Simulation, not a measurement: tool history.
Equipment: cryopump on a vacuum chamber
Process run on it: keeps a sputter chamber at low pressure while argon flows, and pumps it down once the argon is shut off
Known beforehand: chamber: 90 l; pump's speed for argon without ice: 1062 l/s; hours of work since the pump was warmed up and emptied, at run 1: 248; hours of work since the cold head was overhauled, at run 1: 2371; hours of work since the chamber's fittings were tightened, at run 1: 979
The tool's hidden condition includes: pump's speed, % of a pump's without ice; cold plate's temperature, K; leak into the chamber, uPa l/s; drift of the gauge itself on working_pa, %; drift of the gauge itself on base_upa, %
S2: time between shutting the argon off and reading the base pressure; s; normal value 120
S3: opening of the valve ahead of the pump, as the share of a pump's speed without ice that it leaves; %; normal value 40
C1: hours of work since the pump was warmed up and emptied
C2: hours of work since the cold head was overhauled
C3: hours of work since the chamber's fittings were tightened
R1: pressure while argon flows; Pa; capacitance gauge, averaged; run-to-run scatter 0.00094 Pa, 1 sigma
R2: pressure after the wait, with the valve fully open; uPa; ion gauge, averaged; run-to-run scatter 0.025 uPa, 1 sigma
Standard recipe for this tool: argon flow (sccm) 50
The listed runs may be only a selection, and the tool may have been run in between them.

{"run": 1, "hour": 0.0, "argon flow (sccm)": 50, "S2": 120, "S3": 40, "C1": 248, "C2": 2371, "C3": 979, "R1": 0.2125, "R2": 3.81}
{"run": 2, "hour": 62.5, "argon flow (sccm)": 50, "S2": 120, "S3": 40, "C1": 297, "C2": 2420, "C3": 1028, "R1": 0.2134, "R2": 4.15}
{"run": 3, "hour": 111.9, "argon flow (sccm)": 50, "S2": 120, "S3": 40, "C1": 335, "C2": 2458, "C3": 1066, "R1": 0.2143, "R2": 4.34}
{"run": 4, "hour": 164.6, "argon flow (sccm)": 50, "S2": 120, "S3": 40, "C1": 376, "C2": 2500, "C3": 1107, "R1": 0.2179, "R2": 4.33}
{"run": 5, "hour": 254.1, "argon flow (sccm)": 50, "S2": 120, "S3": 40, "C1": 446, "C2": 2569, "C3": 1177, "R1": 0.2214, "R2": 4.72}
{"run": 6, "hour": 312.2, "argon flow (sccm)": 48, "S2": 120, "S3": 40, "C1": 492, "C2": 2615, "C3": 1223, "R1": 0.2131, "R2": 4.92}
{"run": 7, "hour": 378.6, "argon flow (sccm)": 48, "S2": 120, "S3": 40, "C1": 543, "C2": 2667, "C3": 1275, "R1": 0.2159, "R2": 5.32}
{"run": 8, "hour": 457.2, "argon flow (sccm)": 37, "S2": 120, "S3": 40, "C1": 605, "C2": 2728, "C3": 1336, "R1": 0.1705, "R2": 5.72}
{"hour": 513.1, "done": "pump warmed up, emptied and cooled again"}
{"run": 9, "hour": 572.6, "argon flow (sccm)": 54, "S2": 120, "S3": 40, "C1": 46, "C2": 2814, "C3": 1422, "R1": 0.2209, "R2": 4.58}
{"hour": 616.5, "done": "leaking fittings of the chamber tightened, without venting"}
{"run": 10, "hour": 685.7, "argon flow (sccm)": 50, "S2": 165, "S3": 40, "C1": 133, "C2": 2901, "C3": 54, "R1": 0.2081, "R2": 1.03}
{"run": 11, "hour": 752.2, "argon flow (sccm)": 50, "S2": 120, "S3": 40, "C1": 185, "C2": 2953, "C3": 106, "R1": 0.2081, "R2": 1.43}
{"run": 12, "hour": 810.1, "argon flow (sccm)": 50, "S2": 120, "S3": 40, "C1": 230, "C2": 2998, "C3": 151, "R1": 0.2105, "R2": 1.49}
{"run": 13, "hour": 902.5, "argon flow (sccm)": 50, "S2": 120, "S3": 16, "C1": 303, "C2": 3070, "C3": 223, "R1": 0.5115, "R2": 1.79}
{"run": 14, "hour": 1004.3, "argon flow (sccm)": 50, "S2": 227, "S3": 16, "C1": 382, "C2": 3150, "C3": 303, "R1": 0.5199, "R2": 1.68}
{"run": 15, "hour": 1060.0, "argon flow (sccm)": 50, "S2": 227, "S3": 16, "C1": 426, "C2": 3193, "C3": 346, "R1": 0.5214, "R2": 1.86}
{"run": 16, "hour": 1112.9, "argon flow (sccm)": 50, "S2": 227, "S3": 16, "C1": 467, "C2": 3235, "C3": 388, "R1": 0.5223, "R2": 1.94}
{"run": 17, "hour": 1200.5, "argon flow (sccm)": 31, "S2": 120, "S3": 40, "C1": 535, "C2": 3303, "C3": 456, "R1": 0.141, "R2": 2.62}
{"run": 18, "hour": 1311.2, "argon flow (sccm)": 31, "S2": 120, "S3": 40, "C1": 622, "C2": 3390, "C3": 543, "R1": 0.1437, "R2": 2.94}
{"hour": 1345.5, "done": "pump warmed up, emptied and cooled again"}
{"run": 19, "hour": 1419.8, "argon flow (sccm)": 31, "S2": 120, "S3": 40, "C1": 58, "C2": 3470, "C3": 624, "R1": 0.1267, "R2": 2.62}
{"run": 20, "hour": 1523.3, "argon flow (sccm)": 31, "S2": 120, "S3": 40, "C1": 139, "C2": 3551, "C3": 704, "R1": 0.1295, "R2": 2.84}
{"run": 21, "hour": 1592.7, "argon flow (sccm)": 31, "S2": 120, "S3": 40, "C1": 193, "C2": 3605, "C3": 758, "R1": 0.1316, "R2": 3.07}
{"run": 22, "hour": 1658.8, "argon flow (sccm)": 74, "S2": 75, "S3": 40, "C1": 245, "C2": 3657, "C3": 810, "R1": 0.3146, "R2": 3.63}
{"run": 23, "hour": 1710.3, "argon flow (sccm)": 80, "S2": 51, "S3": 16, "C1": 285, "C2": 3697, "C3": 850, "R1": 0.8222, "R2": 4.29}
{"run": 24, "hour": 1779.3, "argon flow (sccm)": 41, "S2": 169, "S3": 16, "C1": 339, "C2": 3751, "C3": 904, "R1": 0.4247, "R2": 3.44}
{"run": 25, "hour": 1831.6, "argon flow (sccm)": 41, "S2": 169, "S3": 16, "C1": 380, "C2": 3792, "C3": 945, "R1": 0.4251, "R2": 3.65}
{"run": 26, "hour": 1935.5, "argon flow (sccm)": 35, "S2": 120, "S3": 36, "C1": 461, "C2": 3873, "C3": 1026, "R1": 0.1711, "R2": 4.32}
{"run": 27, "hour": 1991.6, "argon flow (sccm)": 35, "S2": 120, "S3": 36, "C1": 505, "C2": 3917, "C3": 1070, "R1": 0.1745, "R2": 4.41}
{"run": 28, "hour": 2089.0, "argon flow (sccm)": 35, "S2": 20, "S3": 36, "C1": 581, "C2": 3993, "C3": 1146, "R1": 0.1778, "R2": 8.38}
{"hour": 2170.3, "done": "pump warmed up, emptied and cooled again"}
{"run": 29, "hour": 2192.3, "argon flow (sccm)": 35, "S2": 20, "S3": 36, "C1": 17, "C2": 4070, "C3": 1223, "R1": 0.1581, "R2": 7.71}
{"run": 30, "hour": 2260.0, "argon flow (sccm)": 35, "S2": 20, "S3": 36, "C1": 70, "C2": 4123, "C3": 1276, "R1": 0.1594, "R2": 7.78}
{"run": 31, "hour": 2319.9, "argon flow (sccm)": 68, "S2": 130, "S3": 40, "C1": 117, "C2": 4169, "C3": 1323, "R1": 0.2808, "R2": 4.37}
{"run": 32, "hour": 2424.0, "argon flow (sccm)": 23, "S2": 49, "S3": 40, "C1": 198, "C2": 4251, "C3": 1404, "R1": 0.0974, "R2": 5.85}
{"hour": 2484.8, "done": "leaking fittings of the chamber tightened, without venting"}
{"run": 33, "hour": 2501.5, "argon flow (sccm)": 23, "S2": 49, "S3": 40, "C1": 257, "C2": 4310, "C3": 13, "R1": 0.0989, "R2": 2.15}
{"run": 34, "hour": 2605.2, "argon flow (sccm)": 26, "S2": 75, "S3": 34, "C1": 338, "C2": 4391, "C3": 94, "R1": 0.1307, "R2": 1.81}
{"run": 35, "hour": 2684.3, "argon flow (sccm)": 50, "S2": 85, "S3": 55, "C1": 400, "C2": 4453, "C3": 156, "R1": 0.1644, "R2": 1.87}

Here are 3 independent what-if runs from the current tool condition. What would each one return?
{"run": "A", "hour": 2746.2, "argon flow (sccm)": 37, "S2": 60, "S3": 40, "C1": 448, "C2": 4501, "C3": 204, "R1": "?", "R2": "?"}
{"run": "B", "hour": 2746.2, "argon flow (sccm)": 47, "S2": 22, "S3": 56, "C1": 448, "C2": 4501, "C3": 204, "R1": "?", "R2": "?"}
{"run": "C", "hour": 2746.2, "argon flow (sccm)": 57, "S2": 24, "S3": 22, "C1": 448, "C2": 4501, "C3": 204, "R1": "?", "R2": "?"}

run=A R1=0.1651 R2=2.53
run=B R1=0.1553 R2=4.92
run=C R1=0.4409 R2=4.75
Take away the tool's hidden state, keep each run's random variation, and the runs would have read:
run=A R1=0.1475 R2=1.76
run=B R1=0.1330 R2=4.17
run=C R1=0.4137 R2=3.97
